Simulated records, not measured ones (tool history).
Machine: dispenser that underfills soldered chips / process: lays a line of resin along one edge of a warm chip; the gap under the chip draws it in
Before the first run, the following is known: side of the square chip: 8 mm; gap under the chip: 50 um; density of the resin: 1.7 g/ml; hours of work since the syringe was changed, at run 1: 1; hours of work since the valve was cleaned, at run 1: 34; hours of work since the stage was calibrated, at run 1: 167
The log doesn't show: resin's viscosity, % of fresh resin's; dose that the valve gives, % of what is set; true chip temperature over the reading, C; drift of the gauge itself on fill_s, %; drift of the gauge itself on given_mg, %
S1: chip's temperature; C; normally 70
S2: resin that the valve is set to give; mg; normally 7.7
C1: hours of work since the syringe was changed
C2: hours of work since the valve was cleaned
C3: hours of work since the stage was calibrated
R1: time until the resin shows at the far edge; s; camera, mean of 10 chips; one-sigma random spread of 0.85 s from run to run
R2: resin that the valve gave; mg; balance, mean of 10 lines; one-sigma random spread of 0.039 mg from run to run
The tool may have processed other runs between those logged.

Run 1, hour 0: usual settings; C1 1; C2 34; C3 167. Result: R1 86.7 s, R2 7.55 mg.
At hour 12.1: new syringe of resin.
Run 2, hour 12.6: usual settings; C1 0; C2 44; C3 177. Result: R1 85.9 s, R2 7.51 mg.
At hour 24.8: new syringe of resin.
Run 3, hour 30.2: usual settings but S2 7.05 mg; C1 4; C2 58; C3 191. Result: R1 108.2 s, R2 6.85 mg.
At hour 37.8: new syringe of resin.
Run 4, hour 44: usual settings but S2 8.57 mg; C1 5; C2 69; C3 202. Result: R1 106.7 s, R2 8.38 mg.
At hour 50.9: new syringe of resin.
Run 5, hour 57.6: usual settings but S2 8.57 mg; C1 5; C2 79; C3 212. Result: R1 110.4 s, R2 8.29 mg.
At hour 64.5: new syringe of resin.
Run 6, hour 73.9: usual settings but S2 8.57 mg; C1 7; C2 92; C3 225. Result: R1 122.1 s, R2 8.15 mg.
At hour 78.2: new syringe of resin.
Run 7, hour 90.3: usual settings but S2 8.57 mg; C1 10; C2 105; C3 238. Result: R1 139.7 s, R2 8.16 mg.
At hour 91.4: new syringe of resin.
At hour 92.4: dispensing valve cleaned and set on the balance.
At hour 105.3: new syringe of resin.
Run 8, hour 107.3: usual settings; C1 2; C2 12; C3 250. Result: R1 90.7 s, R2 7.6 mg.
At hour 117.9: new syringe of resin.
Run 9, hour 118.4: usual settings but S2 7.19 mg; C1 0; C2 20; C3 259. Result: R1 89.1 s, R2 7.14 mg.
At hour 131.3: new syringe of resin.
Run 10, hour 136.4: usual settings but S2 7.19 mg; C1 4; C2 34; C3 273. Result: R1 106.4 s, R2 7.1 mg.
At hour 143.7: new syringe of resin.
Run 11, hour 148: usual settings but S2 7.19 mg; C1 3; C2 43; C3 282. Result: R1 105.4 s, R2 7.07 mg.
At hour 156.8: new syringe of resin.
Run 12, hour 157.1: usual settings but S2 9.18 mg; C1 0; C2 50; C3 289. Result: R1 85 s, R2 8.95 mg.
At hour 170.6: new syringe of resin.
Run 13, hour 172.3: usual settings but S2 9.18 mg; C1 1; C2 62; C3 301. Result: R1 90.8 s, R2 8.9 mg.
At hour 183.8: new syringe of resin.
Run 14, hour 183.8: usual settings but S1 57 C; C1 0; C2 71; C3 310. Result: R1 142.1 s, R2 7.51 mg.
Run 15, hour 191.3: usual settings but S1 77 C; C1 6; C2 77; C3 316. Result: R1 92.2 s, R2 7.45 mg.
At hour 197.3: new syringe of resin.
Run 16, hour 206.3: usual settings; C1 7; C2 89; C3 327. Result: R1 127.4 s, R2 7.36 mg.
At hour 210.5: new syringe of resin.
Run 17, hour 215: usual settings; C1 4; C2 96; C3 334. Result: R1 104.5 s, R2 7.3 mg.
At hour 223: new syringe of resin.
Run 18, hour 223.2: usual settings but S2 9.42 mg; C1 0; C2 102; C3 340. Result: R1 86.9 s, R2 8.92 mg.
At hour 229.5: dispensing valve cleaned and set on the balance.
At hour 236.9: new syringe of resin.
Run 19, hour 239.5: usual settings but S2 9.42 mg; C1 2; C2 8; C3 352. Result: R1 92.4 s, R2 9.33 mg.
At hour 250: new syringe of resin.
Run 20, hour 256.7: usual settings but S2 9.42 mg; C1 5; C2 21; C3 366. Result: R1 115.6 s, R2 9.32 mg.
At hour 263.1: new syringe of resin.
Run 21, hour 264.3: usual settings but S1 72 C; C1 1; C2 27; C3 372. Result: R1 85.1 s, R2 7.56 mg.
Run 22, hour 274.6: usual settings but S1 80 C, S2 6.79 mg; C1 9; C2 35; C3 380. Result: R1 103.6 s, R2 6.58 mg.
At hour 276.4: new syringe of resin.
Run 23, hour 282.4: usual settings but S1 57 C, S2 6.93 mg; C1 5; C2 41; C3 386. Result: R1 191.1 s, R2 6.79 mg.
At hour 290.1: new syringe of resin.
Run 24, hour 291.4: usual settings but S1 65 C; C1 1; C2 48; C3 393. Result: R1 109.8 s, R2 7.56 mg.
At hour 303.3: new syringe of resin.
Run 25, hour 303.3: usual settings but S1 66 C; C1 0; C2 57; C3 402. Result: R1 103.2 s, R2 7.55 mg.
At hour 317.3: new syringe of resin.
Run 26, hour 321: usual settings but S1 77 C, S2 7.32 mg; C1 3; C2 71; C3 416. Result: R1 82.2 s, R2 7.07 mg.
At hour 330.2: new syringe of resin.
Run 27, hour 337.1: usual settings but S1 62 C, S2 9.06 mg; C1 6; C2 84; C3 428. Result: R1 157.6 s, R2 8.73 mg.
At hour 343.4: new syringe of resin.
Run 28, hour 353.4: usual settings but S1 80 C, S2 8.19 mg; C1 8; C2 97; C3 441. Result: R1 95.3 s, R2 7.82 mg.
At hour 356.4: new syringe of resin.
Run 29, hour 362.6: usual settings but S1 80 C, S2 8.19 mg; C1 5; C2 104; C3 448. Result: R1 79.2 s, R2 7.81 mg.
At hour 366.2: dispensing valve cleaned and set on the balance.
At hour 370.2: new syringe of resin.
Run 30, hour 373.4: usual settings but S1 80 C, S2 8.19 mg; C1 3; C2 6; C3 456. Result: R1 70.6 s, R2 8.19 mg.

What does the tool deliver on the next run?
At hour 383.5: new syringe of resin.
Run 31, hour 388: usual settings but S1 81 C, S2 7.82 mg; C1 4; C2 17; C3 467. Result: R1 ?, R2 ?.

{"run 31": {"R1": 74.6, "R2": 7.81}}
The same run, on a tool lacking any hidden state, would have yielded R1 54.3 s, R2 7.85 mg.
